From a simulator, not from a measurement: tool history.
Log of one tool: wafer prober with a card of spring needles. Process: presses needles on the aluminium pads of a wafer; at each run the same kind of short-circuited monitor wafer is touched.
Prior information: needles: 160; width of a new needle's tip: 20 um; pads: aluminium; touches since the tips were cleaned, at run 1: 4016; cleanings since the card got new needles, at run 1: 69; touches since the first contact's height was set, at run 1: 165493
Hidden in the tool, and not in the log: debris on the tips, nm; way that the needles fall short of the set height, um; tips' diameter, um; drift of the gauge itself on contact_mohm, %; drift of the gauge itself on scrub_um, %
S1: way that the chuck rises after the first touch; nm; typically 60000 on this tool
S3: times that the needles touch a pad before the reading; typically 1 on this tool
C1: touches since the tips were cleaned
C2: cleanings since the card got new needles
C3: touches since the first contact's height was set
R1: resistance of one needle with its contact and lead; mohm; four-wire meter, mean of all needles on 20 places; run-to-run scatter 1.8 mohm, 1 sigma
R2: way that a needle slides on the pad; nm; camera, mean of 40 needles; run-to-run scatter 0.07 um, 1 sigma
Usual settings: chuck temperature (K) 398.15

Run 1, hour 0.0: usual settings; C1 4016; C2 69; C3 165493. Result: R1 223 mohm, R2 11850 nm.
At hour 2.3: tips cleaned on abrasive film.
At hour 12.8: tips cleaned on abrasive film.
Run 2, hour 16.6: usual settings but S1 41000 nm; C1 1978; C2 71; C3 173943. Result: R1 250 mohm, R2 7950 nm.
At hour 21.9: tips cleaned on abrasive film.
At hour 31.2: tips cleaned on abrasive film.
At hour 40.4: tips cleaned on abrasive film.
At hour 42.3: height of the first contact set anew.
Run 3, hour 43.5: usual settings but S1 41000 nm; C1 1427; C2 74; C3 578. Result: R1 235 mohm, R2 8600 nm.
At hour 50.5: tips cleaned on abrasive film.
At hour 60.4: tips cleaned on abrasive film.
Run 4, hour 68.1: usual settings but S1 41000 nm; C1 3974; C2 76; C3 13165. Result: R1 266 mohm, R2 8490 nm.
At hour 70.1: tips cleaned on abrasive film.
At hour 80.3: tips cleaned on abrasive film.
At hour 90.7: tips cleaned on abrasive film.
Run 5, hour 92.2: usual settings but S1 41000 nm; C1 792; C2 79; C3 25371. Result: R1 227 mohm, R2 8440 nm.
At hour 101.0: tips cleaned on abrasive film.
Run 6, hour 108.4: usual settings but S1 41000 nm; C1 3806; C2 80; C3 33621. Result: R1 269 mohm, R2 8440 nm.
At hour 110.4: tips cleaned on abrasive film.
At hour 119.6: tips cleaned on abrasive film.
At hour 129.9: tips cleaned on abrasive film.
Run 7, hour 135.6: usual settings but S1 41000 nm; C1 2895; C2 83; C3 47456. Result: R1 263 mohm, R2 8410 nm.
At hour 139.5: tips cleaned on abrasive film.
At hour 150.2: tips cleaned on abrasive film.
Run 8, hour 150.2: usual settings but chuck temperature (K) 362.15; C1 0; C2 85; C3 54862. Result: R1 183 mohm, R2 12360 nm.
At hour 160.4: tips cleaned on abrasive film.
At hour 169.5: tips cleaned on abrasive film.
Run 9, hour 176.6: usual settings but chuck temperature (K) 362.15; C1 3641; C2 87; C3 68305. Result: R1 213 mohm, R2 12280 nm.
At hour 179.9: tips cleaned on abrasive film.
At hour 190.5: tips cleaned on abrasive film.
Run 10, hour 198.3: usual settings but S1 68000 nm, chuck temperature (K) 362.15; C1 4017; C2 89; C3 79360. Result: R1 208 mohm, R2 13780 nm.
At hour 199.6: tips cleaned on abrasive film.
At hour 208.8: tips cleaned on abrasive film.
Run 11, hour 210.5: usual settings but S1 68000 nm, chuck temperature (K) 362.15; C1 892; C2 91; C3 85563. Result: R1 190 mohm, R2 13750 nm.
At hour 220.0: tips cleaned on abrasive film.
At hour 230.3: tips cleaned on abrasive film.
Run 12, hour 235.6: usual settings; C1 2708; C2 93; C3 98342. Result: R1 218 mohm, R2 12200 nm.
At hour 240.0: tips cleaned on abrasive film.
At hour 249.5: tips cleaned on abrasive film.
Run 13, hour 256.5: usual settings but S3 2; C1 3556; C2 95; C3 108957. Result: R1 207 mohm, R2 12040 nm.
At hour 258.6: tips cleaned on abrasive film.
At hour 268.5: tips cleaned on abrasive film.
Run 14, hour 273.4: usual settings but S3 2; C1 2519; C2 97; C3 117536. Result: R1 205 mohm, R2 12230 nm.
At hour 277.9: tips cleaned on abrasive film.
At hour 288.2: tips cleaned on abrasive film.
Run 15, hour 295.2: usual settings; C1 3623; C2 99; C3 128676. Result: R1 224 mohm, R2 11950 nm.
At hour 297.9: tips cleaned on abrasive film.
At hour 307.3: tips cleaned on abrasive film.
At hour 318.1: tips cleaned on abrasive film.
Run 16, hour 320.5: usual settings; C1 1224; C2 102; C3 141493. Result: R1 204 mohm, R2 11910 nm.
At hour 328.6: tips cleaned on abrasive film.
Run 17, hour 334.0: usual settings but S1 71000 nm, chuck temperature (K) 316.15, S3 2; C1 2799; C2 103; C3 148388. Result: R1 182 mohm, R2 14270 nm.
At hour 338.5: tips cleaned on abrasive film.
At hour 348.1: tips cleaned on abrasive film.
Run 18, hour 350.1: usual settings but S1 58000 nm, chuck temperature (K) 388.15, S3 2; C1 1038; C2 105; C3 156576. Result: R1 200 mohm, R2 11520 nm.
At hour 358.5: tips cleaned on abrasive film.
At hour 368.2: tips cleaned on abrasive film.
Run 19, hour 369.5: usual settings but S1 52000 nm, chuck temperature (K) 388.15, S3 2; C1 655; C2 107; C3 166416. Result: R1 200 mohm, R2 10290 nm.
At hour 377.9: tips cleaned on abrasive film.
At hour 387.7: tips cleaned on abrasive film.
Run 20, hour 388.4: usual settings but S1 69000 nm, S3 2; C1 371; C2 109; C3 176052. Result: R1 188 mohm, R2 13690 nm.
At hour 397.7: tips cleaned on abrasive film.
Run 21, hour 401.9: usual settings but S1 49000 nm, chuck temperature (K) 311.15, S3 2; C1 2149; C2 110; C3 182906. Result: R1 207 mohm, R2 9700 nm.
At hour 407.8: tips cleaned on abrasive film.
At hour 409.5: height of the first contact set anew.
At hour 417.3: tips cleaned on abrasive film.
Run 22, hour 419.3: usual settings but S1 45000 nm, chuck temperature (K) 316.15; C1 996; C2 112; C3 4967. Result: R1 209 mohm, R2 9350 nm.
At hour 427.0: tips cleaned on abrasive film.
At hour 437.2: tips cleaned on abrasive film.
Run 23, hour 442.4: usual settings but S1 57000 nm, chuck temperature (K) 316.15; C1 2695; C2 114; C3 16743. Result: R1 214 mohm, R2 11910 nm.
At hour 447.1: tips cleaned on abrasive film.
At hour 456.6: tips cleaned on abrasive film.
Run 24, hour 464.2: usual settings but S1 57000 nm, chuck temperature (K) 316.15; C1 3907; C2 116; C3 27846. Result: R1 213 mohm, R2 11800 nm.
At hour 466.5: tips cleaned on abrasive film.
At hour 477.1: tips cleaned on abrasive film.
Run 25, hour 479.8: usual settings but S1 47000 nm, chuck temperature (K) 363.15; C1 1421; C2 118; C3 35774. Result: R1 226 mohm, R2 9730 nm.
At hour 487.1: tips cleaned on abrasive film.
Run 26, hour 495.9: usual settings but S1 73000 nm; C1 4544; C2 119; C3 43978. Result: R1 213 mohm, R2 15040 nm.
At hour 497.2: tips cleaned on abrasive film.
At hour 507.0: tips cleaned on abrasive film.
Run 27, hour 509.9: usual settings but S1 56000 nm, chuck temperature (K) 395.15, S3 2; C1 1514; C2 121; C3 51081. Result: R1 205 mohm, R2 11500 nm.
At hour 516.2: tips cleaned on abrasive film.
Run 28, hour 525.1: usual settings but S1 52000 nm, chuck temperature (K) 383.15, S3 2; C1 4539; C2 122; C3 58820. Result: R1 225 mohm, R2 10710 nm.
At hour 526.4: tips cleaned on abrasive film.
At hour 535.8: tips cleaned on abrasive film.
At hour 545.2: tips cleaned on abrasive film.
Run 29, hour 551.0: usual settings but S1 74000 nm, chuck temperature (K) 300.15; C1 2980; C2 125; C3 71988. Result: R1 192 mohm, R2 15350 nm.

What if the next run were any one of these 4? Each begins from the tool's condition after run 29:
At hour 555.2: tips cleaned on abrasive film.
At hour 564.4: tips cleaned on abrasive film.
Run A, hour 572.1: usual settings but S1 74000 nm, chuck temperature (K) 304.15; C1 3943; C2 127; C3 82728. Result: R1 ?, R2 ?.
At hour 555.2: tips cleaned on abrasive film.
At hour 564.4: tips cleaned on abrasive film.
Run B, hour 572.1: usual settings but S1 70000 nm, chuck temperature (K) 352.15, S3 2; C1 3943; C2 127; C3 82728. Result: R1 ?, R2 ?.
At hour 555.2: tips cleaned on abrasive film.
At hour 564.4: tips cleaned on abrasive film.
Run C, hour 572.1: usual settings but S1 51000 nm, chuck temperature (K) 396.15, S3 3; C1 3943; C2 127; C3 82728. Result: R1 ?, R2 ?.
At hour 555.2: tips cleaned on abrasive film.
At hour 564.4: tips cleaned on abrasive film.
Run D, hour 572.1: usual settings but S1 57000 nm; C1 3943; C2 127; C3 82728. Result: R1 ?, R2 ?.

run   R1     R2
  A  192  15130
  B  196  14240
  C  214  10390
  D  234  11800
With the hidden condition removed and each run's random variation left untouched, the same runs would have given:
run   R1     R2
  A  158  15400
  B  173  14510
  C  188  10660
  D  185  12070
